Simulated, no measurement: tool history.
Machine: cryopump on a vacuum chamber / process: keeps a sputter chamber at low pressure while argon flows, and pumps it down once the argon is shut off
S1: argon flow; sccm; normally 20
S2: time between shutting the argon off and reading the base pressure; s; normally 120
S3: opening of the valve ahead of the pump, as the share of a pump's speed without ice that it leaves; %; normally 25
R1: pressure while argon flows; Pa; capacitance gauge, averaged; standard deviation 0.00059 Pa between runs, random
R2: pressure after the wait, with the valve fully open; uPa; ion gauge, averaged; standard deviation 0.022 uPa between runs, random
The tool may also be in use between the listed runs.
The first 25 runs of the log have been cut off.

run,hour,S1,S2,S3,R1,R2
26,782.2,11,182,47,0.0263,0.68
27,801.7,13,21,25,0.0555,2.62
28,836.3,17,47,16,0.1097,1.43
29,858.4,17,47,16,0.1098,1.45
30,882,12,120,25,0.051,0.87
31,900.2,12,120,25,0.0517,0.87
32,933.1,12,120,25,0.052,0.91
33,961.6,19,28,35,0.0598,2.2

Each row is a separate what-if for the run after 33, all from the same tool condition, not one after another. Results?
A,1004.2,20,141,35,?,?
B,1004.2,38,109,39,?,?
C,1004.2,8,28,16,?,?

run,R1,R2
A,0.064,0.87
B,0.1124,0.95
C,0.0514,2.27
Had the tool no hidden state, the same runs would have come out as:
run,R1,R2
A,0.0549,0.46
B,0.0951,0.54
C,0.0478,1.85
